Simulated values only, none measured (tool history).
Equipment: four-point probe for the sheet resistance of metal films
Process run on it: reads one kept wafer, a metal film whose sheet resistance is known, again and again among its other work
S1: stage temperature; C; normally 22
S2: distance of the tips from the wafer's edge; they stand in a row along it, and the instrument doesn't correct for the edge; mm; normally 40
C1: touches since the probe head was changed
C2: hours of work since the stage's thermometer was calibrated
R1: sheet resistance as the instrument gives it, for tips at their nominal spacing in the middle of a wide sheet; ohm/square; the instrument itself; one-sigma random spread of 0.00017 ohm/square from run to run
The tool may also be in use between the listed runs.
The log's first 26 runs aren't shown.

| run | hour | S1 | S2 | C1 | C2 | R1 |
|---|---|---|---|---|---|---|
| 27 | 322.1 | 27 | 6 | 23596 | 657 | 0.869769 |
| 28 | 333.7 | 33 | 40 | 23920 | 663 | 0.849636 |
| 29 | 341.9 | 18 | 8 | 24150 | 667 | 0.861724 |
| 30 | 351.9 | 27 | 40 | 24429 | 672 | 0.849681 |
| 31 | 365.7 | 33 | 9 | 24817 | 679 | 0.857887 |
| 32 | 373.1 | 33 | 9 | 25022 | 683 | 0.858576 |
| 33 | 388.9 | 19 | 9 | 25464 | 690 | 0.859128 |
| 34 | 404.2 | 33 | 20 | 25894 | 698 | 0.851160 |
| 35 | 415.4 | 33 | 20 | 26207 | 704 | 0.851078 |
| 36 | 424.0 | 21 | 14 | 26447 | 708 | 0.854182 |
| 37 | 435.4 | 22 | 41 | 26768 | 713 | 0.850619 |
| 38 | 448.4 | 22 | 10 | 27131 | 720 | 0.857362 |
| 39 | 463.1 | 19 | 21 | 27541 | 727 | 0.852050 |
| 40 | 473.3 | 28 | 52 | 27828 | 732 | 0.849912 |
| 41 | 483.0 | 23 | 37 | 28098 | 737 | 0.850614 |
| 42 | 491.0 | 23 | 37 | 28324 | 741 | 0.850614 |
| 43 | 507.6 | 23 | 37 | 28787 | 749 | 0.850333 |
| 44 | 523.0 | 23 | 37 | 29218 | 757 | 0.850522 |
| 45 | 536.0 | 33 | 3 | 29583 | 763 | 0.923352 |

Here are 3 independent what-if runs from the current tool condition. What would each one return?
| A | 543.8 | 24 | 3 | 29801 | 767 | ? |
| B | 543.8 | 22 | 5 | 29801 | 767 | ? |
| C | 543.8 | 19 | 41 | 29801 | 767 | ? |

| run | R1 |
|---|---|
| A | 0.924057 |
| B | 0.878618 |
| C | 0.850523 |
Take away the tool's hidden state, keep each run's random variation, and the runs would have read:
| run | R1 |
|---|---|
| A | 0.924097 |
| B | 0.878656 |
| C | 0.850560 |
